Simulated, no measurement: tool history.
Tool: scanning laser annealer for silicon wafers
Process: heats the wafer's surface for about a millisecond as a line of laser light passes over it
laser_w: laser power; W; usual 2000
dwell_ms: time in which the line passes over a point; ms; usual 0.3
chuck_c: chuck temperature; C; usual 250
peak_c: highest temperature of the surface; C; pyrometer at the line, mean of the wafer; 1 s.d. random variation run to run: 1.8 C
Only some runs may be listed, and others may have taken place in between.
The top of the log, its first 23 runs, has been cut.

| run | hour | laser_w | dwell_ms | chuck_c | peak_c |
|---|---|---|---|---|---|
|  | 931.8 | optics aligned, line set to its width, once more |
| 24 | 956 | 2109 | 0.345 | 214 | 1057 |
| 25 | 1007 | 2076 | 0.377 | 238 | 1097 |
| 26 | 1046.4 | 2076 | 0.377 | 238 | 1097 |
| 27 | 1086.3 | 2076 | 0.377 | 238 | 1091 |
|  | 1101.9 | window over the wafer cleaned |
| 28 | 1146.6 | 1910 | 0.261 | 234 | 924 |
| 29 | 1207.5 | 1939 | 0.261 | 214 | 919 |
| 30 | 1252.1 | 2196 | 0.297 | 250 | 1093 |
| 31 | 1308.1 | 2196 | 0.297 | 250 | 1094 |
| 32 | 1350.8 | 2000 | 0.27 | 251 | 983 |
| 33 | 1395 | 1767 | 0.269 | 250 | 888 |
| 34 | 1437.9 | 1767 | 0.214 | 215 | 791 |

Branching from run 34: 5 alternative next runs. What would each branch give?
| A | 1480.2 | 1910 | 0.242 | 219 | ? |
| B | 1480.2 | 1838 | 0.312 | 275 | ? |
| C | 1480.2 | 1869 | 0.214 | 254 | ? |
| D | 1480.2 | 1767 | 0.214 | 224 | ? |
| E | 1480.2 | 2067 | 0.3 | 250 | ? |

| run | peak_c |
|---|---|
| A | 881 |
| B | 991 |
| C | 864 |
| D | 803 |
| E | 1036 |
What these runs would have given with no unlogged condition in the tool:
| run | peak_c |
|---|---|
| A | 885 |
| B | 995 |
| C | 868 |
| D | 806 |
| E | 1040 |
